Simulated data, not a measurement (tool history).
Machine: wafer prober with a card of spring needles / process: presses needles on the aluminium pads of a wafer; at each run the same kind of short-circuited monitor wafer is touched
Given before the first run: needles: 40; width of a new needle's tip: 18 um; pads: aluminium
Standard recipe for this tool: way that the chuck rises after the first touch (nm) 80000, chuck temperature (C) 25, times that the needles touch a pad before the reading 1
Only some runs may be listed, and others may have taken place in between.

| run | day | way that the chuck rises after the first touch (nm) | chuck temperature (C) | times that the needles touch a pad before the reading | resistance of one needle with its contact and lead (mohm) | way that a needle slides on the pad (nm) |
|---|---|---|---|---|---|---|
| 1 | 0.000 | 80000 | 25 | 1 | 198 | 22220 |
|  | 0.354 | tips cleaned on abrasive film |
|  | 1.112 | tips cleaned on abrasive film |
| 2 | 1.708 | 80000 | 25 | 1 | 198 | 22210 |
|  | 1.904 | tips cleaned on abrasive film |
|  | 2.850 | tips cleaned on abrasive film |
|  | 3.767 | tips cleaned on abrasive film |
| 3 | 3.871 | 80000 | 25 | 1 | 199 | 22210 |
|  | 4.629 | tips cleaned on abrasive film |
|  | 4.642 | height of the first contact set anew |
|  | 5.525 | tips cleaned on abrasive film |
| 4 | 5.525 | 100000 | 25 | 1 | 195 | 27750 |
|  | 6.400 | tips cleaned on abrasive film |
|  | 7.275 | tips cleaned on abrasive film |
|  | 8.154 | tips cleaned on abrasive film |
| 5 | 8.262 | 80000 | 25 | 1 | 199 | 22240 |
|  | 9.021 | tips cleaned on abrasive film |
|  | 9.875 | tips cleaned on abrasive film |
|  | 10.788 | tips cleaned on abrasive film |
|  | 11.546 | tips cleaned on abrasive film |
| 6 | 11.679 | 80000 | 25 | 1 | 201 | 22190 |
|  | 12.433 | tips cleaned on abrasive film |
|  | 13.371 | tips cleaned on abrasive film |
|  | 14.129 | tips cleaned on abrasive film |
| 7 | 14.712 | 80000 | 25 | 1 | 202 | 22200 |
|  | 14.904 | tips cleaned on abrasive film |
|  | 15.812 | tips cleaned on abrasive film |
|  | 16.571 | tips cleaned on abrasive film |
|  | 17.454 | tips cleaned on abrasive film |
| 8 | 17.454 | 80000 | 94 | 2 | 218 | 22190 |
|  | 18.375 | tips cleaned on abrasive film |
|  | 19.104 | height of the first contact set anew |
|  | 19.296 | tips cleaned on abrasive film |
|  | 20.054 | tips cleaned on abrasive film |
| 9 | 20.100 | 80000 | 80 | 2 | 216 | 22220 |

Run 10 comes next. What will it give?
|  | 20.825 | tips cleaned on abrasive film |
|  | 21.742 | tips cleaned on abrasive film |
| 10 | 21.892 | 80000 | 80 | 3 | ? | ? |

resistance of one needle with its contact and lead (mohm): 214
way that a needle slides on the pad (nm): 22230
With no hidden state in the tool, this same run would have given resistance of one needle with its contact and lead (mohm) 214, way that a needle slides on the pad (nm) 22230.
